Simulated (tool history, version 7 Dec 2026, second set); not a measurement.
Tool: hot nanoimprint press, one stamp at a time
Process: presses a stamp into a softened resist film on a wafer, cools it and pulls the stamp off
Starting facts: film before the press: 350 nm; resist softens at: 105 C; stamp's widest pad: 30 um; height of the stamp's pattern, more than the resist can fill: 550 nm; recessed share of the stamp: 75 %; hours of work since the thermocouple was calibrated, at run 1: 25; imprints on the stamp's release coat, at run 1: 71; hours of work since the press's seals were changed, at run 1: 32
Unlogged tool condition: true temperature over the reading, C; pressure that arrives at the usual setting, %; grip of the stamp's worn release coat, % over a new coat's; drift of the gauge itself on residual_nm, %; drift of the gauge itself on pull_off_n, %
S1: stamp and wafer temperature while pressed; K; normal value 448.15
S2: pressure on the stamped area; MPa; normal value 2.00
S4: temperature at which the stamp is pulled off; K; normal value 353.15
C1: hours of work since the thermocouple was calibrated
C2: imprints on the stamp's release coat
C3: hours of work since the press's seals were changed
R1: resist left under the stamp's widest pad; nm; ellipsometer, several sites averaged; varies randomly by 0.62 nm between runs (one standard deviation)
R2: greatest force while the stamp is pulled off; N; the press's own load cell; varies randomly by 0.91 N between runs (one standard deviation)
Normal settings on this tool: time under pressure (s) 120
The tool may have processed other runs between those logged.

Run 1, hour 0.0: usual settings; C1 25; C2 71; C3 32. Result: R1 126.6 nm, R2 144.7 N.
Run 2, hour 8.7: usual settings; C1 31; C2 114; C3 38. Result: R1 128.1 nm, R2 145.0 N.
Run 3, hour 15.5: usual settings; C1 35; C2 148; C3 42. Result: R1 126.8 nm, R2 146.1 N.
Run 4, hour 21.1: usual settings but S2 1.47 MPa; C1 38; C2 175; C3 45. Result: R1 147.0 nm, R2 146.4 N.
Run 5, hour 26.2: usual settings but S2 1.47 MPa; C1 41; C2 200; C3 48. Result: R1 146.3 nm, R2 145.8 N.
Run 6, hour 34.0: usual settings but S2 1.47 MPa; C1 46; C2 238; C3 53. Result: R1 147.1 nm, R2 149.7 N.
Run 7, hour 41.6: usual settings; C1 51; C2 275; C3 58. Result: R1 129.0 nm, R2 150.5 N.
Run 8, hour 48.3: usual settings but S2 1.67 MPa; C1 55; C2 308; C3 62. Result: R1 139.5 nm, R2 151.0 N.
Run 9, hour 55.4: usual settings but S2 1.67 MPa; C1 59; C2 343; C3 66. Result: R1 138.6 nm, R2 150.8 N.
Run 10, hour 62.5: usual settings but S2 1.67 MPa; C1 64; C2 377; C3 71. Result: R1 138.6 nm, R2 153.5 N.
Run 11, hour 69.6: usual settings but S2 1.67 MPa; C1 68; C2 413; C3 75. Result: R1 139.0 nm, R2 153.2 N.
Run 12, hour 77.1: usual settings but S2 1.67 MPa; C1 73; C2 449; C3 80. Result: R1 139.4 nm, R2 155.5 N.
Run 13, hour 83.0: usual settings but S2 1.67 MPa; C1 77; C2 478; C3 83. Result: R1 138.9 nm, R2 157.6 N.
Run 14, hour 90.5: usual settings but time under pressure (s) 83; C1 81; C2 515; C3 88. Result: R1 149.3 nm, R2 158.1 N.
Run 15, hour 99.3: usual settings but S1 443.15 K; C1 87; C2 558; C3 94. Result: R1 151.4 nm, R2 158.5 N.
Run 16, hour 103.1: usual settings but S1 453.15 K, S2 1.27 MPa, S4 338.15 K; C1 89; C2 576; C3 96. Result: R1 136.0 nm, R2 174.0 N.
At hour 109.8: stamp cleaned and given a new release coat.
Run 17, hour 112.9: usual settings but S1 438.15 K, S2 1.54 MPa, time under pressure (s) 67, S4 340.15 K; C1 91; C2 15; C3 98. Result: R1 234.3 nm, R2 152.9 N.
Run 18, hour 119.3: usual settings but S1 441.15 K, S2 1.59 MPa, time under pressure (s) 67, S4 340.15 K; C1 95; C2 47; C3 102. Result: R1 215.4 nm, R2 154.9 N.
Run 19, hour 125.0: usual settings but S2 2.33 MPa, time under pressure (s) 87; C1 99; C2 75; C3 106. Result: R1 136.8 nm, R2 142.6 N.
Run 20, hour 132.7: usual settings but S2 2.33 MPa, time under pressure (s) 87; C1 103; C2 112; C3 110. Result: R1 137.6 nm, R2 146.2 N.
Run 21, hour 141.0: usual settings but S2 1.26 MPa, S4 361.15 K; C1 109; C2 153; C3 116. Result: R1 157.9 nm, R2 139.9 N.
Run 22, hour 147.3: usual settings but S2 2.40 MPa, time under pressure (s) 87, S4 360.15 K; C1 112; C2 184; C3 119. Result: R1 136.5 nm, R2 141.4 N.
Run 23, hour 155.6: usual settings but S1 447.15 K; C1 118; C2 224; C3 125. Result: R1 133.9 nm, R2 148.8 N.
Run 24, hour 163.5: usual settings but S1 459.15 K, S2 2.93 MPa, time under pressure (s) 125, S4 352.15 K; C1 123; C2 263; C3 129. Result: R1 76.2 nm, R2 152.5 N.
Run 25, hour 168.1: usual settings but S1 459.15 K, S2 2.93 MPa, time under pressure (s) 125, S4 352.15 K; C1 125; C2 286; C3 132. Result: R1 76.2 nm, R2 152.8 N.
Run 26, hour 176.6: usual settings but S1 459.15 K, S2 2.93 MPa, time under pressure (s) 125, S4 352.15 K; C1 131; C2 327; C3 138. Result: R1 75.7 nm, R2 152.5 N.
Run 27, hour 183.7: usual settings but S1 459.15 K, S2 2.93 MPa, time under pressure (s) 125, S4 352.15 K; C1 135; C2 362; C3 142. Result: R1 75.8 nm, R2 154.1 N.
Run 28, hour 187.6: usual settings but S1 458.15 K, S2 2.32 MPa; C1 137; C2 381; C3 144. Result: R1 90.5 nm, R2 154.2 N.
Run 29, hour 193.9: usual settings but S1 459.15 K, S2 1.52 MPa; C1 141; C2 412; C3 148. Result: R1 106.5 nm, R2 153.0 N.
Run 30, hour 200.2: usual settings but time under pressure (s) 100; C1 145; C2 443; C3 152. Result: R1 141.6 nm, R2 155.9 N.

Some steps in R1, run to run, broken into two amounts with sign: the step expected even without the hidden condition (settings, incoming material, random variation), and the rest, left for the hidden condition together with whatever gauge scatter is not in both the measured and the hidden-condition-free result:
Run 16 -> 17: S1 453.15 -> 438.15, S2 1.27 -> 1.54, time under pressure (s) 120 -> 67, S4 338.15 -> 340.15, stamp cleaned and given a new release coat. R1 +98.3 nm: hidden state +1.3, all else +97.0.
Run 18 -> 19: S1 441.15 -> 448.15, S2 1.59 -> 2.33, time under pressure (s) 67 -> 87, S4 340.15 -> 353.15. R1 -78.6 nm: hidden state -0.7, all else -77.9.
Run 23 -> 24: S1 447.15 -> 459.15, S2 2.00 -> 2.93, time under pressure (s) 120 -> 125, S4 353.15 -> 352.15. R1 -57.7 nm: hidden state -1.4, all else -56.3.
Run 29 -> 30: S1 459.15 -> 448.15, S2 1.52 -> 2.00, time under pressure (s) 120 -> 100. R1 +35.1 nm: hidden state +1.6, all else +33.5.

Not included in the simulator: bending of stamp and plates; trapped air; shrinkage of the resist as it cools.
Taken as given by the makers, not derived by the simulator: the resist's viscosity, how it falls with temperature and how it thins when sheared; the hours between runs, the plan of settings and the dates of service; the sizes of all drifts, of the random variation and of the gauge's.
